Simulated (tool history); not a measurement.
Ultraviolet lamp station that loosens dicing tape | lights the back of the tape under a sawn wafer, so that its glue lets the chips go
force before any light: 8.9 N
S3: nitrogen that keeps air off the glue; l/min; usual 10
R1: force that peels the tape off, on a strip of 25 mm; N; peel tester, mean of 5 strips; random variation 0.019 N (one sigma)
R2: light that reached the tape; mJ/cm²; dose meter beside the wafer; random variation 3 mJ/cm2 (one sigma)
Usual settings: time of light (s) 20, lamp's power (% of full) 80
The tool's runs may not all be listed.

{"run": 1, "hour": 0.0, "time of light (s)": 20, "lamp's power (% of full)": 80, "S3": 10, "R1": 1.846, "R2": 304}
{"hour": 18.3, "done": "window cleaned of glue's vapour"}
{"run": 2, "hour": 24.9, "time of light (s)": 20, "lamp's power (% of full)": 80, "S3": 10, "R1": 1.97, "R2": 288}
{"run": 3, "hour": 52.3, "time of light (s)": 20, "lamp's power (% of full)": 80, "S3": 10, "R1": 1.929, "R2": 294}
{"run": 4, "hour": 74.6, "time of light (s)": 20, "lamp's power (% of full)": 80, "S3": 10, "R1": 1.99, "R2": 292}
{"run": 5, "hour": 102.8, "time of light (s)": 20, "lamp's power (% of full)": 80, "S3": 10, "R1": 2.004, "R2": 284}
{"hour": 129.4, "done": "lamp changed"}
{"run": 6, "hour": 129.8, "time of light (s)": 20, "lamp's power (% of full)": 80, "S3": 10, "R1": 1.151, "R2": 406}
{"run": 7, "hour": 162.0, "time of light (s)": 20, "lamp's power (% of full)": 80, "S3": 10, "R1": 1.191, "R2": 399}
{"run": 8, "hour": 182.7, "time of light (s)": 20, "lamp's power (% of full)": 85, "S3": 10, "R1": 1.067, "R2": 424}
{"hour": 196.4, "done": "window cleaned of glue's vapour, once more"}
{"run": 9, "hour": 205.4, "time of light (s)": 20, "lamp's power (% of full)": 85, "S3": 10, "R1": 0.89, "R2": 467}
{"run": 10, "hour": 219.7, "time of light (s)": 20, "lamp's power (% of full)": 85, "S3": 10, "R1": 0.921, "R2": 461}
{"run": 11, "hour": 247.8, "time of light (s)": 20, "lamp's power (% of full)": 80, "S3": 10, "R1": 0.993, "R2": 432}
{"run": 12, "hour": 266.3, "time of light (s)": 20, "lamp's power (% of full)": 80, "S3": 3, "R1": 1.69, "R2": 429}
{"run": 13, "hour": 297.9, "time of light (s)": 20, "lamp's power (% of full)": 80, "S3": 10, "R1": 1.072, "R2": 420}
{"run": 14, "hour": 331.7, "time of light (s)": 20, "lamp's power (% of full)": 80, "S3": 10, "R1": 1.074, "R2": 422}
{"run": 15, "hour": 354.1, "time of light (s)": 22, "lamp's power (% of full)": 86, "S3": 5, "R1": 1.066, "R2": 491}
{"run": 16, "hour": 368.7, "time of light (s)": 22, "lamp's power (% of full)": 86, "S3": 11, "R1": 0.795, "R2": 493}
{"run": 17, "hour": 395.7, "time of light (s)": 20, "lamp's power (% of full)": 82, "S3": 8, "R1": 1.139, "R2": 419}
{"run": 18, "hour": 419.9, "time of light (s)": 15, "lamp's power (% of full)": 71, "S3": 10, "R1": 2.294, "R2": 268}
{"run": 19, "hour": 435.9, "time of light (s)": 28, "lamp's power (% of full)": 80, "S3": 10, "R1": 0.582, "R2": 565}
{"run": 20, "hour": 461.4, "time of light (s)": 28, "lamp's power (% of full)": 80, "S3": 10, "R1": 0.61, "R2": 562}
{"run": 21, "hour": 486.9, "time of light (s)": 25, "lamp's power (% of full)": 63, "S3": 11, "R1": 1.203, "R2": 391}
{"run": 22, "hour": 512.1, "time of light (s)": 32, "lamp's power (% of full)": 80, "S3": 10, "R1": 0.482, "R2": 631}
{"run": 23, "hour": 538.2, "time of light (s)": 19, "lamp's power (% of full)": 67, "S3": 6, "R1": 2.112, "R2": 313}
{"run": 24, "hour": 568.3, "time of light (s)": 19, "lamp's power (% of full)": 67, "S3": 6, "R1": 2.146, "R2": 306}
{"run": 25, "hour": 590.7, "time of light (s)": 30, "lamp's power (% of full)": 98, "S3": 5, "R1": 0.522, "R2": 704}

The same runs without the tool's hidden state, with the same run-to-run variation:
The hidden state here: lamp's light, % of a new lamp's; light that the window lets through, % of a clean one's; drift of the gauge itself on peel_n, %; drift of the gauge itself on dose_mj_cm2, %.
run=1 R1=0.952 R2=448
run=2 R1=0.951 R2=444
run=3 R1=0.914 R2=456
run=4 R1=0.928 R2=456
run=5 R1=0.914 R2=452
run=6 R1=0.941 R2=452
run=7 R1=0.956 R2=449
run=8 R1=0.840 R2=480
run=9 R1=0.838 R2=482
run=10 R1=0.860 R2=478
run=11 R1=0.911 R2=451
run=12 R1=1.560 R2=451
run=13 R1=0.955 R2=446
run=14 R1=0.935 R2=453
run=15 R1=0.914 R2=532
run=16 R1=0.670 R2=536
run=17 R1=0.955 R2=460
run=18 R1=1.985 R2=297
run=19 R1=0.467 R2=630
run=20 R1=0.480 R2=632
run=21 R1=0.947 R2=444
run=22 R1=0.372 R2=723
run=23 R1=1.706 R2=362
run=24 R1=1.709 R2=358
run=25 R1=0.380 R2=830
